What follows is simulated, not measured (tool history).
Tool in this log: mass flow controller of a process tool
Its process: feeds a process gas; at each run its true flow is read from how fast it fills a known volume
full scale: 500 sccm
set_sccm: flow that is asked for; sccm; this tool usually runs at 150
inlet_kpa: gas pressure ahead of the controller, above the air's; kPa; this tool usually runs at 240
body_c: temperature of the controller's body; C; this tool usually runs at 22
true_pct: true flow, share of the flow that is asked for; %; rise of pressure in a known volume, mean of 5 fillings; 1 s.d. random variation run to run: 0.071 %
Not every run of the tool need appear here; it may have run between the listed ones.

run	hour	set_sccm	inlet_kpa	body_c	true_pct
1	0	150	240	22	99.54
2	161.2	150	240	34	98.15
3	367.8	150	240	34	98.13
4	453.9	150	240	39	97.68
5	600.8	150	240	39	97.53
6	689.5	150	240	39	97.58
7	861.8	150	240	39	97.45
8	1037.6	150	240	39	97.44
9	1134.5	150	240	22	99.17
10	1309.2	150	240	22	99.13
11	1518.8	150	160	22	98.88
12	1698	150	160	22	98.93
13	1806.6	111	160	22	98.56
14	1955.1	150	240	22	98.88
15	2164.4	150	240	22	98.82
16	2273	150	240	22	98.7
17	2403	150	240	22	98.74
18	2526.5	150	240	22	98.59
19	2715.9	150	240	22	98.57
20	2896.5	150	240	22	98.62
21	3020	150	240	22	98.63
22	3122.7	275	164	38	97.15
23	3302.1	275	164	38	97.12
24	3476.8	424	236	28	98.57
25	3639.6	424	236	28	98.63
26	3773.3	424	236	28	98.61
27	3956	424	236	28	98.54
28	4078.4	374	160	35	97.41
29	4231.2	374	160	35	97.38
30	4389.7	426	214	22	98.85
31	4534.1	426	187	25	98.52
32	4719.2	426	187	25	98.45
33	4893.1	426	187	25	98.32
34	4996.7	412	146	24	98.35
35	5132.3	159	176	22	97.84
36	5224.7	427	234	22	98.7
37	5327.7	316	267	33	97.24
38	5504.2	89	267	33	96.63
39	5713	89	267	33	96.75
40	5910.9	89	267	33	96.6
41	6057.9	143	164	40	97.46
42	6262.8	150	240	24	99.24

Removed from this log: 1 entry logged between the listed runs. Between which two listed runs does each belong, and how does the tool's hidden state at the listed run before it compare with that at the listed run after it?
Between runs 40 and 41: gauge calibrated (hour 5962.6)
  drift of the gauge itself on true_pct, %: -1.67 -> -0.03
  difference, measured minus the result without the unlogged condition, true_pct: -1.65 -> -0.03 %
